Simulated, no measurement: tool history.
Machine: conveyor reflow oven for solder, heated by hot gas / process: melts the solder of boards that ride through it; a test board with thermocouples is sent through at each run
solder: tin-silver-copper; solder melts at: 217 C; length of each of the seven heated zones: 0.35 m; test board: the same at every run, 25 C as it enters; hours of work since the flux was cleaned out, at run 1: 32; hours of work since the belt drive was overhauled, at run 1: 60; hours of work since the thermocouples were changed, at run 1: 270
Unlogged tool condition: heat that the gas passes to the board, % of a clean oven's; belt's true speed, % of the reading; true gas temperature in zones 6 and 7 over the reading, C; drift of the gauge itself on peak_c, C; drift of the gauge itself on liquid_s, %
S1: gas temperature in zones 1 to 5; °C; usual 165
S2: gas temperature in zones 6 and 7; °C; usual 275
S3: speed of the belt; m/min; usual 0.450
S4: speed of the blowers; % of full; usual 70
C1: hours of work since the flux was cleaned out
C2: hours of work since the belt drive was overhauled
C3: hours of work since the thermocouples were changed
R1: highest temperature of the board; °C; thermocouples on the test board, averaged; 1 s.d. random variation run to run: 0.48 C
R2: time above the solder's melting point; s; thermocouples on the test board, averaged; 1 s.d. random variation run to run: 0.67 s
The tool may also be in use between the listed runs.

Run 1, hour 0.0: usual settings; C1 32; C2 60; C3 270. Result: R1 265.6 °C, R2 77.4 s.
Run 2, hour 9.7: usual settings but S4 61 % of full; C1 39; C2 67; C3 277. Result: R1 264.0 °C, R2 76.9 s.
Run 3, hour 17.7: usual settings but S4 61 % of full; C1 45; C2 72; C3 282. Result: R1 263.7 °C, R2 76.7 s.
Run 4, hour 28.0: usual settings but S3 0.406 m/min, S4 61 % of full; C1 52; C2 79; C3 290. Result: R1 267.4 °C, R2 87.0 s.
Run 5, hour 37.5: usual settings but S3 0.406 m/min, S4 61 % of full; C1 59; C2 86; C3 296. Result: R1 267.2 °C, R2 87.9 s.
Run 6, hour 42.3: usual settings but S3 0.406 m/min, S4 61 % of full; C1 62; C2 90; C3 300. Result: R1 266.5 °C, R2 88.0 s.
Run 7, hour 48.6: usual settings but S3 0.406 m/min, S4 61 % of full; C1 66; C2 94; C3 304. Result: R1 266.4 °C, R2 87.5 s.
Run 8, hour 59.4: usual settings but S3 0.406 m/min, S4 79 % of full; C1 74; C2 102; C3 312. Result: R1 268.6 °C, R2 90.5 s.
Run 9, hour 67.7: usual settings but S3 0.406 m/min, S4 79 % of full; C1 80; C2 108; C3 318. Result: R1 269.1 °C, R2 88.7 s.
Run 10, hour 78.4: usual settings but S3 0.406 m/min, S4 79 % of full; C1 88; C2 115; C3 325. Result: R1 269.0 °C, R2 90.5 s.
Run 11, hour 84.2: usual settings but S3 0.406 m/min, S4 79 % of full; C1 92; C2 119; C3 329. Result: R1 268.8 °C, R2 90.5 s.
Run 12, hour 90.2: usual settings; C1 96; C2 123; C3 334. Result: R1 264.5 °C, R2 77.6 s.
Run 13, hour 98.3: usual settings; C1 102; C2 129; C3 339. Result: R1 265.6 °C, R2 77.2 s.
Run 14, hour 104.6: usual settings but S1 162 °C, S3 0.530 m/min; C1 106; C2 134; C3 344. Result: R1 259.9 °C, R2 59.8 s.
Run 15, hour 112.8: usual settings but S4 87 % of full; C1 112; C2 139; C3 350. Result: R1 266.6 °C, R2 80.7 s.
Run 16, hour 123.0: usual settings but S4 87 % of full; C1 119; C2 147; C3 357. Result: R1 267.8 °C, R2 79.5 s.
Run 17, hour 129.5: usual settings but S2 264 °C, S4 87 % of full; C1 124; C2 151; C3 362. Result: R1 255.7 °C, R2 72.8 s.
Run 18, hour 137.2: usual settings but S1 171 °C, S2 264 °C, S3 0.425 m/min, S4 75 % of full; C1 129; C2 157; C3 367. Result: R1 256.6 °C, R2 80.0 s.
Run 19, hour 147.3: usual settings but S1 171 °C, S2 264 °C, S3 0.361 m/min, S4 58 % of full; C1 136; C2 164; C3 374. Result: R1 260.1 °C, R2 96.1 s.
Run 20, hour 155.5: usual settings but S1 171 °C, S2 264 °C, S3 0.361 m/min, S4 58 % of full; C1 142; C2 170; C3 380. Result: R1 258.3 °C, R2 96.5 s.
Run 21, hour 161.9: usual settings but S1 171 °C, S2 264 °C, S3 0.361 m/min, S4 58 % of full; C1 147; C2 174; C3 384. Result: R1 259.1 °C, R2 95.9 s.
Run 22, hour 171.0: usual settings but S1 171 °C, S2 264 °C, S3 0.361 m/min, S4 58 % of full; C1 153; C2 181; C3 391. Result: R1 259.0 °C, R2 97.0 s.
Run 23, hour 177.7: usual settings but S1 171 °C, S2 288 °C, S3 0.519 m/min, S4 81 % of full; C1 158; C2 185; C3 396. Result: R1 274.8 °C, R2 73.6 s.
Run 24, hour 183.8: usual settings but S1 171 °C, S2 288 °C, S3 0.519 m/min, S4 81 % of full; C1 162; C2 190; C3 400. Result: R1 275.0 °C, R2 72.8 s.

4 ways to go on from here, each from the tool as it stands after run 24. What would each give?
Run A, hour 190.3: usual settings but S1 179 °C, S2 278 °C, S3 0.519 m/min, S4 52 % of full; C1 167; C2 194; C3 405. Result: R1 ?, R2 ?.
Run B, hour 190.3: usual settings but S1 171 °C, S2 288 °C, S3 0.381 m/min, S4 81 % of full; C1 167; C2 194; C3 405. Result: R1 ?, R2 ?.
Run C, hour 190.3: usual settings but S1 176 °C, S2 286 °C, S3 0.519 m/min, S4 74 % of full; C1 167; C2 194; C3 405. Result: R1 ?, R2 ?.
Run D, hour 190.3: usual settings but S4 68 % of full; C1 167; C2 194; C3 405. Result: R1 ?, R2 ?.

run     R1     R2
  A  263.0   69.9
  B  284.1  104.7
  C  273.6   76.0
  D  265.0   78.4
Without the tool's hidden state the same runs would have given:
run     R1     R2
  A  261.5   68.6
  B  282.4  103.3
  C  272.1   74.8
  D  263.4   77.1

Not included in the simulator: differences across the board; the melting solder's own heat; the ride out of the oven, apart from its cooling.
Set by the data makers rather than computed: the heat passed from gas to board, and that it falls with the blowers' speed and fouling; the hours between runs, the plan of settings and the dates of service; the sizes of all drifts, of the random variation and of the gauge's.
